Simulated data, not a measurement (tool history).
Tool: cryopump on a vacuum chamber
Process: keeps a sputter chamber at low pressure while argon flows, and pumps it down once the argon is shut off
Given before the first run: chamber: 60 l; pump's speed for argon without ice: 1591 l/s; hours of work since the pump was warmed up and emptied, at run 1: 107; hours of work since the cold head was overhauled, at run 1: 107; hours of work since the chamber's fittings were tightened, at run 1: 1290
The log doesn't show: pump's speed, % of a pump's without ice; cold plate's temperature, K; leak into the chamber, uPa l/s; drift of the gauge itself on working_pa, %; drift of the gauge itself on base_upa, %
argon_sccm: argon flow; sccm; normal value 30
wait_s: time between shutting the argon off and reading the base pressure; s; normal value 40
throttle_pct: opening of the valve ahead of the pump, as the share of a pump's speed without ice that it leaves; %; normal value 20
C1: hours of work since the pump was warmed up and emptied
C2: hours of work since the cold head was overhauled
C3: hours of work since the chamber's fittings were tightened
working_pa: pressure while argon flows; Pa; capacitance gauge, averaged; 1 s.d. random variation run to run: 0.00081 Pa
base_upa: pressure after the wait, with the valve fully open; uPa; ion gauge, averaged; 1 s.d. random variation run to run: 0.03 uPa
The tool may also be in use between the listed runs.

Run 1, hour 0: usual settings; C1 107; C2 107; C3 1290. Result: working_pa 0.1612 Pa, base_upa 2.35 uPa.
Run 2, hour 51.1: usual settings; C1 138; C2 138; C3 1321. Result: working_pa 0.1617 Pa, base_upa 2.33 uPa.
Run 3, hour 154.3: usual settings; C1 201; C2 201; C3 1384. Result: working_pa 0.1614 Pa, base_upa 2.45 uPa.
Run 4, hour 250.6: usual settings; C1 260; C2 260; C3 1443. Result: working_pa 0.1638 Pa, base_upa 2.39 uPa.
Run 5, hour 307.6: usual settings but argon_sccm 25 sccm; C1 295; C2 295; C3 1478. Result: working_pa 0.136 Pa, base_upa 2.54 uPa.
At hour 328.6: leaking fittings of the chamber tightened, without venting.
Run 6, hour 368.6: usual settings but throttle_pct 19 %; C1 331; C2 331; C3 24. Result: working_pa 0.1705 Pa, base_upa 1.57 uPa.
Run 7, hour 453.8: usual settings but throttle_pct 19 %; C1 383; C2 383; C3 77. Result: working_pa 0.1722 Pa, base_upa 1.58 uPa.
Run 8, hour 554.2: usual settings but throttle_pct 51 %; C1 445; C2 445; C3 138. Result: working_pa 0.0661 Pa, base_upa 1.59 uPa.
Run 9, hour 657.3: usual settings but throttle_pct 51 %; C1 508; C2 508; C3 201. Result: working_pa 0.0683 Pa, base_upa 1.65 uPa.
Run 10, hour 766.9: usual settings but argon_sccm 20 sccm, wait_s 23 s, throttle_pct 57 %; C1 575; C2 575; C3 268. Result: working_pa 0.0418 Pa, base_upa 2.69 uPa.
Run 11, hour 817.7: usual settings but argon_sccm 20 sccm, wait_s 23 s, throttle_pct 57 %; C1 606; C2 606; C3 299. Result: working_pa 0.0423 Pa, base_upa 2.72 uPa.
Run 12, hour 905.7: usual settings but argon_sccm 29 sccm, wait_s 21 s, throttle_pct 23 %; C1 660; C2 660; C3 353. Result: working_pa 0.1418 Pa, base_upa 3.03 uPa.
Run 13, hour 990.9: usual settings but wait_s 196 s, throttle_pct 52 %; C1 712; C2 712; C3 405. Result: working_pa 0.0697 Pa, base_upa 0.86 uPa.
Run 14, hour 1061.8: usual settings but argon_sccm 12 sccm, wait_s 196 s, throttle_pct 21 %; C1 755; C2 755; C3 448. Result: working_pa 0.065 Pa, base_upa 0.89 uPa.
Run 15, hour 1142.9: usual settings but argon_sccm 24 sccm, wait_s 70 s, throttle_pct 56 %; C1 805; C2 805; C3 498. Result: working_pa 0.0538 Pa, base_upa 1.39 uPa.
Run 16, hour 1242.9: usual settings but argon_sccm 24 sccm, wait_s 70 s, throttle_pct 56 %; C1 866; C2 866; C3 559. Result: working_pa 0.0547 Pa, base_upa 1.46 uPa.
Run 17, hour 1292.3: usual settings but argon_sccm 35 sccm, wait_s 29 s, throttle_pct 27 %; C1 896; C2 896; C3 589. Result: working_pa 0.1533 Pa, base_upa 2.57 uPa.
Run 18, hour 1364.6: usual settings but argon_sccm 35 sccm, wait_s 29 s, throttle_pct 27 %; C1 940; C2 940; C3 634. Result: working_pa 0.1542 Pa, base_upa 2.59 uPa.

Predict each of these 3 candidate next runs independently; none follows another, all start after run 18:
At hour 1441.3: pump warmed up, emptied and cooled again.
Run A, hour 1455.7: usual settings but wait_s 29 s, throttle_pct 27 %; C1 9; C2 993; C3 686. Result: working_pa ?, base_upa ?.
At hour 1441.3: pump warmed up, emptied and cooled again.
Run B, hour 1455.7: usual settings but wait_s 34 s, throttle_pct 47 %; C1 9; C2 993; C3 686. Result: working_pa ?, base_upa ?.
At hour 1441.3: pump warmed up, emptied and cooled again.
Run C, hour 1455.7: usual settings but argon_sccm 28 sccm, wait_s 82 s, throttle_pct 27 %; C1 9; C2 993; C3 686. Result: working_pa ?, base_upa ?.

run  working_pa  base_upa
  A      0.1198      2.46
  B      0.0689      2.15
  C      0.1111      1.24
With no hidden state in the tool, these same runs would have given:
run  working_pa  base_upa
  A       0.119      2.02
  B      0.0681      1.71
  C      0.1103      0.81

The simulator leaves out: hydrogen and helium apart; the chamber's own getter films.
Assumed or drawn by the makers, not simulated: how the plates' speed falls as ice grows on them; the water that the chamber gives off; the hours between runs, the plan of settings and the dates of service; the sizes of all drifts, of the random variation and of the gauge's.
